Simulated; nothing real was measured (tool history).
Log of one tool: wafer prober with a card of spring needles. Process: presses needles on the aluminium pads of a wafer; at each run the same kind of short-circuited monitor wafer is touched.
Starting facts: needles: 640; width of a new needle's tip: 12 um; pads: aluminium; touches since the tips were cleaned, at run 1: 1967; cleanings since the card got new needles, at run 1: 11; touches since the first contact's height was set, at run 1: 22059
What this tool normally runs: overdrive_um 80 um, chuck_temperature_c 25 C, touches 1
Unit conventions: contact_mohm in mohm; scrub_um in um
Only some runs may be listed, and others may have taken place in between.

run   hour  overdrive_um  chuck_temperature_c  touches  touches since the tips were cleaned  cleanings since the card got new needles  touches since the first contact's height was set  contact_mohm  scrub_um
  1    0.0            80                   25        1                                 1967                                        11                                             22059           371     18.56
  2   16.0            80                   43        1                                 8292                                        11                                             28384           430     18.55
      18.9  -- tips cleaned on abrasive film
  3   24.9            80                   25        1                                 2373                                        12                                             31887           392     18.52
  4   33.5            80                   57        1                                 5795                                        12                                             35309           421     18.53
      41.7  -- tips cleaned on abrasive film
  5   46.9            80                   71        1                                 2095                                        13                                             40585           380     18.51
  6   57.9            80                   25        1                                 6428                                        13                                             44918           422     18.52
      64.3  -- tips cleaned on abrasive film
  7   72.5            80                   25        1                                 3246                                        14                                             50675           407     18.50
      87.3  -- tips cleaned on abrasive film
  8   88.3            80                   25        1                                  395                                        15                                             56889           309     18.45
  9   98.4            80                   25        1                                 4420                                        15                                             60914           413     18.45
     110.2  -- tips cleaned on abrasive film
 10  111.4            80                   25        1                                  477                                        16                                             65995           315     18.46
 11  124.6            80                   25        1                                 5741                                        16                                             71259           434     18.45
     133.3  -- tips cleaned on abrasive film
 12  133.7            80                   25        1                                  164                                        17                                             74800           295     18.40
 13  145.8            80                   64        1                                 4985                                        17                                             79621           429     18.42
 14  154.4            87                   64        2                                 8394                                        17                                             83030           363     20.03
     156.3  -- tips cleaned on abrasive film
     164.5  -- height of the first contact set anew
 15  173.5            87                   64        2                                 6708                                        18                                              3600           356     20.24

Run 16, settings as shown, results not yet in. Your forecast:
     180.2  -- tips cleaned on abrasive film
 16  182.7            80                   89        1                                  984                                        19                                              7199             ?         ?

{"run 16": {"contact_mohm": 351, "scrub_um": 18.58}}
Without the tool's hidden state the same run would have given contact_mohm 292 mohm, scrub_um 18.61 um.
